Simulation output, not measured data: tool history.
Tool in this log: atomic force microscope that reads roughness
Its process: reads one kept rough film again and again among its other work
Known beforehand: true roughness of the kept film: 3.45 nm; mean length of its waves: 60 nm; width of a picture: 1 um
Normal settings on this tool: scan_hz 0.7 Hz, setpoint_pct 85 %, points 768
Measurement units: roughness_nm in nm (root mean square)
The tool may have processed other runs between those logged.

run,hour,scan_hz,setpoint_pct,points,roughness_nm
1,0,0.7,85,768,3.01
# hour 36: new tip fitted
2,38.4,0.7,85,768,3.158
3,56.1,0.7,85,768,3.182
4,93.4,0.7,85,768,3.117
5,112.1,0.7,85,768,3.107
6,132,0.7,85,768,3.078
7,155.4,0.7,85,768,3.038
8,183.8,0.7,85,768,3.022
# hour 221.8: new tip fitted
9,225,0.7,85,768,3.182
10,261.2,3.349,85,301,2.57
11,284.9,0.7,58,494,3.276
12,327.8,2.132,56,762,3.122
13,365.2,0.7,85,492,3.035
14,394.7,0.7,85,492,2.981
# hour 406.9: new tip fitted
15,422,0.523,68,335,3.269
16,454.7,3.519,72,284,2.85

Alternative continuations, all from the tool just after run 16; predict every row:
A,475.8,0.7,58,466,?
B,475.8,2.787,64,831,?
C,475.8,0.7,89,919,?
D,475.8,3.649,80,302,?

run,roughness_nm
A,3.246
B,3.031
C,3.051
D,2.622
Stripped of hidden state, with their random variation kept, the same runs would have yielded:
run,roughness_nm
A,3.347
B,3.126
C,3.146
D,2.704
